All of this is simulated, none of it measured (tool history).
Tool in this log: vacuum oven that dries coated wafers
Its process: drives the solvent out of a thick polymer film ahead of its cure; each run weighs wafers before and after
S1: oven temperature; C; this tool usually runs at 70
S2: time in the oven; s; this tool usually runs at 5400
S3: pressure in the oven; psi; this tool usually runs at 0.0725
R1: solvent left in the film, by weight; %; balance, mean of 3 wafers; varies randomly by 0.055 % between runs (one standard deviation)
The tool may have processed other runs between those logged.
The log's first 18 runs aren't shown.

run,hour,S1,S2,S3,R1
19,739.3,59,5400,0.0725,10.21
20,782.3,59,5400,0.0725,10.00
21,808.8,70,2940,0.0725,9.26
22,861.4,70,5400,0.0725,5.34
23,892.4,70,5400,0.0725,5.36
24,926.7,70,5400,0.0725,5.39
25,976.6,57,6840,0.0867,9.60
26,1029.1,57,6840,0.0867,9.53
27,1061.0,57,6840,0.0867,9.40
28,1083.9,58,4200,0.0547,11.76
29,1117.5,58,4200,0.0547,11.54
30,1151.2,79,7020,0.0611,1.28
# hour 1155.7: vacuum gauge cleaned of residue and calibrated
31,1190.2,66,8760,0.2151,4.65
32,1230.3,70,4260,0.1743,7.14
33,1279.9,70,5580,0.0725,5.16
34,1308.9,69,5820,0.0725,5.21
# hour 1331.8: vacuum gauge cleaned of residue and calibrated, once more
35,1353.8,71,5100,0.1717,5.13
36,1391.7,71,3120,0.1220,8.13
37,1433.6,71,3120,0.1220,8.10
38,1474.0,68,4200,0.0698,7.23
39,1517.1,61,6840,0.0698,7.03
40,1546.8,63,7440,0.0698,5.58
41,1577.1,56,5400,0.0799,10.63
42,1608.0,56,7380,0.0799,8.74

The next listed run, before its measurement:
43,1651.1,70,8520,0.0470,?

{"run 43": {"R1": 2.21}}
Were there no unlogged condition in the tool, this run, its random variation unchanged, would have produced R1 2.68 %.
